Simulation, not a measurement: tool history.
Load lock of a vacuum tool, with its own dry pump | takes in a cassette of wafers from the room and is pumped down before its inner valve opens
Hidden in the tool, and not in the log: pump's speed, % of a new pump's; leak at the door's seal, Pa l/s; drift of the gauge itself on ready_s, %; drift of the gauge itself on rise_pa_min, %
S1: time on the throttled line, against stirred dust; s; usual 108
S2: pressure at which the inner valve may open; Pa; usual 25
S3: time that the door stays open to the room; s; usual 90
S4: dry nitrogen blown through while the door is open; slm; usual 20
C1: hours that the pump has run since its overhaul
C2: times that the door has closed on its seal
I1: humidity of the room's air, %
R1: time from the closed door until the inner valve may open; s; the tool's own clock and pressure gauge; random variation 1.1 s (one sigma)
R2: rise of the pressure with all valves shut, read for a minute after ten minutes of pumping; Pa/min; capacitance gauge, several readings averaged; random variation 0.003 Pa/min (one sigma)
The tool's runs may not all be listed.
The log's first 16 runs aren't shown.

Run 17, hour 3712.6: usual settings; C1 4206; C2 42222; I1 43.9. Result: R1 182.9 s, R2 0.283 Pa/min.
Run 18, hour 3987.1: usual settings; C1 4481; C2 43103; I1 46.7. Result: R1 181 s, R2 0.295 Pa/min.
Run 19, hour 4140.6: usual settings but S2 19 Pa; C1 4634; C2 43596; I1 46.2. Result: R1 186.8 s, R2 0.294 Pa/min.
Run 20, hour 4448.7: usual settings but S1 64 s, S2 38 Pa; C1 4942; C2 44585; I1 46.3. Result: R1 140.8 s, R2 0.308 Pa/min.
Run 21, hour 4706.4: usual settings but S1 64 s, S2 27 Pa, S4 22 slm; C1 5200; C2 45413; I1 41.8. Result: R1 145.1 s, R2 0.315 Pa/min.
Run 22, hour 5012: usual settings but S1 64 s, S2 27 Pa, S4 22 slm; C1 5505; C2 46394; I1 47.6. Result: R1 144.5 s, R2 0.33 Pa/min.
Run 23, hour 5297.1: usual settings but S1 79 s, S3 25 s; C1 5790; C2 47310; I1 45.3. Result: R1 160.3 s, R2 0.335 Pa/min.
Run 24, hour 5511.7: usual settings but S1 79 s, S2 20 Pa, S3 104 s; C1 6005; C2 47999; I1 47.4. Result: R1 161 s, R2 0.342 Pa/min.
Run 25, hour 5693.4: usual settings but S1 69 s, S4 4 slm; C1 6187; C2 48582; I1 44.3. Result: R1 150.3 s, R2 0.362 Pa/min.
Run 26, hour 5943.2: usual settings but S1 69 s, S4 4 slm; C1 6437; C2 49384; I1 48.7. Result: R1 151.1 s, R2 0.377 Pa/min.
Run 27, hour 6099.4: usual settings but S1 161 s, S2 24 Pa, S3 148 s, S4 12 slm; C1 6593; C2 49886; I1 42.4. Result: R1 228 s, R2 0.372 Pa/min.
Run 28, hour 6310.6: usual settings but S1 161 s, S2 24 Pa, S3 148 s, S4 12 slm; C1 6804; C2 50564; I1 48.4. Result: R1 227.2 s, R2 0.381 Pa/min.
Run 29, hour 6455.5: usual settings but S1 198 s, S2 45 Pa, S3 148 s; C1 6949; C2 51029; I1 43.3. Result: R1 254 s, R2 0.369 Pa/min.
Run 30, hour 6609.8: usual settings but S4 31 slm; C1 7103; C2 51525; I1 43.3. Result: R1 184.9 s, R2 0.382 Pa/min.
Run 31, hour 6847.8: usual settings but S3 141 s, S4 11 slm; C1 7341; C2 52289; I1 44.6. Result: R1 185.7 s, R2 0.402 Pa/min.
Run 32, hour 6983.6: usual settings but S2 45 Pa, S3 29 s, S4 28 slm; C1 7477; C2 52725; I1 46.2. Result: R1 177.7 s, R2 0.392 Pa/min.
Run 33, hour 7292.4: usual settings but S1 82 s, S3 217 s; C1 7786; C2 53717; I1 43.3. Result: R1 161.6 s, R2 0.421 Pa/min.
Run 34, hour 7463.5: usual settings but S1 82 s, S3 217 s; C1 7957; C2 54266; I1 51.4. Result: R1 162.9 s, R2 0.423 Pa/min.
Run 35, hour 7677.2: usual settings but S3 92 s, S4 5 slm; C1 8171; C2 54952; I1 44.6. Result: R1 184.7 s, R2 0.438 Pa/min.
Run 36, hour 7945.7: usual settings but S1 84 s, S2 31 Pa, S3 40 s, S4 39 slm; C1 8439; C2 55814; I1 44.2. Result: R1 162.6 s, R2 0.428 Pa/min.
Run 37, hour 8075.1: usual settings but S1 84 s, S2 43 Pa, S3 40 s, S4 11 slm; C1 8568; C2 56230; I1 40.1. Result: R1 158.9 s, R2 0.452 Pa/min.

Forecast each of these 4 alternatives for the next run:
Run A, hour 8356.5: usual settings but S1 168 s, S2 37 Pa, S3 40 s, S4 11 slm; C1 8850; C2 57133; I1 44.5. Result: R1 ?, R2 ?.
Run B, hour 8356.5: usual settings but S1 84 s, S2 23 Pa, S3 99 s, S4 22 slm; C1 8850; C2 57133; I1 43.2. Result: R1 ?, R2 ?.
Run C, hour 8356.5: usual settings but S2 20 Pa, S3 67 s, S4 8 slm; C1 8850; C2 57133; I1 45.7. Result: R1 ?, R2 ?.
Run D, hour 8356.5: usual settings but S1 84 s, S2 43 Pa, S3 98 s, S4 11 slm; C1 8850; C2 57133; I1 48.1. Result: R1 ?, R2 ?.

run     R1     R2
  A  230.5  0.458
  B  167.1  0.447
  C  189.7  0.463
  D  159.6  0.471
Without the tool's hidden state the same runs would have given:
run     R1     R2
  A  225.5  0.015
  B  160.8  0.013
  C  183.3  0.019
  D  153.8  0.018
